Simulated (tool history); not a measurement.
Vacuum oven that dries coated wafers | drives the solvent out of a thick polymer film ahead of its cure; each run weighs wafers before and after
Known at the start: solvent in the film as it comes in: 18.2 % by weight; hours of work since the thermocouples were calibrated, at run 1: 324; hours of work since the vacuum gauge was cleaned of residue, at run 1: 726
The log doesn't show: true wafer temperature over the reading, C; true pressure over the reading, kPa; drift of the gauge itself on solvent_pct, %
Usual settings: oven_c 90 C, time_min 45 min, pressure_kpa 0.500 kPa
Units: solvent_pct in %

run,hour,oven_c,time_min,pressure_kpa,hours of work since the thermocouples were calibrated,hours of work since the vacuum gauge was cleaned of residue,solvent_pct
1,0.0,90,45,0.500,324,726,1.53
2,61.9,90,45,0.500,360,762,1.56
3,116.3,90,45,0.251,392,793,1.30
4,150.8,90,45,0.251,412,813,1.33
5,185.0,97,45,0.500,431,833,0.63
6,217.9,90,45,0.500,450,852,1.58
7,256.5,90,45,0.500,473,874,1.55
8,292.5,90,24,0.500,494,895,4.06
9,328.1,102,45,0.500,514,915,0.40
10,367.3,90,45,0.500,537,938,1.56
11,430.5,90,45,0.500,573,975,1.54
12,483.7,90,45,0.500,604,1005,1.54
13,550.7,90,45,0.500,643,1044,1.57
14,589.1,90,45,0.500,665,1066,1.50
15,628.1,90,45,1.981,688,1089,2.87
16,681.6,90,45,0.422,719,1120,1.44
17,739.3,90,45,0.422,752,1153,1.44
18,794.3,90,45,0.422,784,1185,1.43
19,829.2,90,45,0.500,804,1205,1.52
20,868.0,90,31,0.500,826,1228,2.87
21,912.0,90,45,0.500,852,1253,1.54
22,950.8,90,45,0.500,874,1275,1.53
23,1007.2,90,45,0.500,907,1308,1.57
24,1055.1,90,45,0.500,934,1336,1.58
25,1111.6,90,45,0.500,967,1368,1.57
26,1173.8,95,22,1.167,1003,1404,3.42
27,1219.4,94,34,1.424,1029,1431,2.27
28,1282.1,94,34,1.424,1066,1467,2.33
29,1322.9,90,25,0.302,1089,1491,3.72
30,1393.5,88,45,0.446,1130,1531,1.92
31,1440.6,93,56,0.619,1157,1559,0.83
32,1482.6,93,56,0.619,1182,1583,0.83
33,1554.1,77,45,0.791,1223,1624,5.81
34,1597.5,88,45,0.500,1248,1649,1.99
35,1628.9,90,57,1.299,1266,1668,1.83
36,1667.6,90,57,1.299,1289,1690,1.80
# hour 1730.4: oven's thermocouples calibrated
37,1737.2,96,26,0.356,4,1729,1.85
38,1801.3,90,81,0.260,41,1766,0.39
39,1849.1,101,74,0.260,69,1794,0.13
40,1895.7,101,74,0.260,96,1821,0.21
41,1934.3,89,41,0.252,118,1843,1.85
42,1988.3,100,35,0.252,149,1874,0.54
43,2025.8,90,76,1.093,171,1896,1.19
44,2062.6,105,76,0.698,192,1917,0.37
45,2092.5,95,30,0.500,209,1934,1.79
46,2154.3,100,63,1.514,245,1970,1.01
47,2206.5,85,62,0.500,275,2000,1.68

4 ways to go on from here, each from the tool as it stands after run 47. What would each give?
A,2245.5,85,28,0.440,298,2023,?
B,2245.5,85,71,1.205,298,2023,?
C,2245.5,78,62,0.622,298,2023,?
D,2245.5,76,62,0.492,298,2023,?

run,solvent_pct
A,4.90
B,2.15
C,3.71
D,4.18
Without the tool's hidden state the same runs would have given:
run,solvent_pct
A,4.88
B,2.12
C,3.69
D,4.15

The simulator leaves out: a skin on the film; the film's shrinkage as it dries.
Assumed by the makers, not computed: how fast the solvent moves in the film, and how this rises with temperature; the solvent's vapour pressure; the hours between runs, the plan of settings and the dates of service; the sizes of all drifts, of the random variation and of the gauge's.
